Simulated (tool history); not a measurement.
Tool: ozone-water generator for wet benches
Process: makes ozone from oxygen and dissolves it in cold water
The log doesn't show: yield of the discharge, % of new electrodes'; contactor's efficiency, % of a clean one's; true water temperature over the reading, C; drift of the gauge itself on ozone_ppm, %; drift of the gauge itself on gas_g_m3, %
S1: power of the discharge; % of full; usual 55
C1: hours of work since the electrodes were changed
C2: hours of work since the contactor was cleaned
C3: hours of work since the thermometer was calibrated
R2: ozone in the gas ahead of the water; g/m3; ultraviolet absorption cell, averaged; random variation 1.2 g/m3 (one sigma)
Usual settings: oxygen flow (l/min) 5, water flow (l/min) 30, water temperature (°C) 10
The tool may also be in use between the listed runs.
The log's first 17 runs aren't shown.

Run 18, day 82.633: usual settings but water temperature (°C) 7; C1 1824; C2 512; C3 2451. Result: dissolved ozone (ppm) 22.5, R2 222.6 g/m3.
Run 19, day 86.762: usual settings but S1 76 % of full, water flow (l/min) 40, water temperature (°C) 7; C1 1903; C2 591; C3 2531. Result: dissolved ozone (ppm) 23.3, R2 286.9 g/m3.
Run 20, day 92.638: usual settings but S1 84 % of full, water flow (l/min) 42, water temperature (°C) 7; C1 2016; C2 705; C3 2644. Result: dissolved ozone (ppm) 24, R2 311.7 g/m3.
Run 21, day 97.246: usual settings but oxygen flow (l/min) 4.76, water temperature (°C) 5; C1 2105; C2 793; C3 2733. Result: dissolved ozone (ppm) 22.8, R2 225.5 g/m3.
Run 22, day 103.229: usual settings but oxygen flow (l/min) 4.76, water temperature (°C) 5; C1 2221; C2 909; C3 2848. Result: dissolved ozone (ppm) 23, R2 225.2 g/m3.
At day 103.788: water thermometer calibrated.
Run 23, day 106.725: usual settings but oxygen flow (l/min) 4.76, water temperature (°C) 5; C1 2288; C2 976; C3 57. Result: dissolved ozone (ppm) 23, R2 224.5 g/m3.
Run 24, day 109.2: usual settings but S1 61 % of full, oxygen flow (l/min) 4.01, water flow (l/min) 37; C1 2335; C2 1024; C3 104. Result: dissolved ozone (ppm) 19.1, R2 266.2 g/m3.
Run 25, day 112.533: usual settings but oxygen flow (l/min) 4.45; C1 2400; C2 1088; C3 169. Result: dissolved ozone (ppm) 21.7, R2 230.5 g/m3.
Run 26, day 117.808: usual settings but S1 95 % of full, water temperature (°C) 12; C1 2501; C2 1189; C3 270. Result: dissolved ozone (ppm) 33.7, R2 338.6 g/m3.
Run 27, day 121: usual settings but S1 85 % of full, oxygen flow (l/min) 3.65; C1 2563; C2 1251; C3 332. Result: dissolved ozone (ppm) 29.4, R2 364.7 g/m3.
At day 126.067: water thermometer calibrated, once more.
Run 28, day 126.067: usual settings but S1 85 % of full, oxygen flow (l/min) 3.65; C1 2660; C2 1348; C3 0. Result: dissolved ozone (ppm) 28.8, R2 362.5 g/m3.

The next listed run, before its measurement:
Run 29, day 130.042: usual settings but S1 61 % of full, oxygen flow (l/min) 8.78; C1 2737; C2 1425; C3 77. Result: dissolved ozone (ppm) ?, R2 ?.

Run 29 gave dissolved ozone (ppm) 26, R2 176 g/m3.
Without the tool's hidden state the same run would have given dissolved ozone (ppm) 27.6, R2 185.3 g/m3.

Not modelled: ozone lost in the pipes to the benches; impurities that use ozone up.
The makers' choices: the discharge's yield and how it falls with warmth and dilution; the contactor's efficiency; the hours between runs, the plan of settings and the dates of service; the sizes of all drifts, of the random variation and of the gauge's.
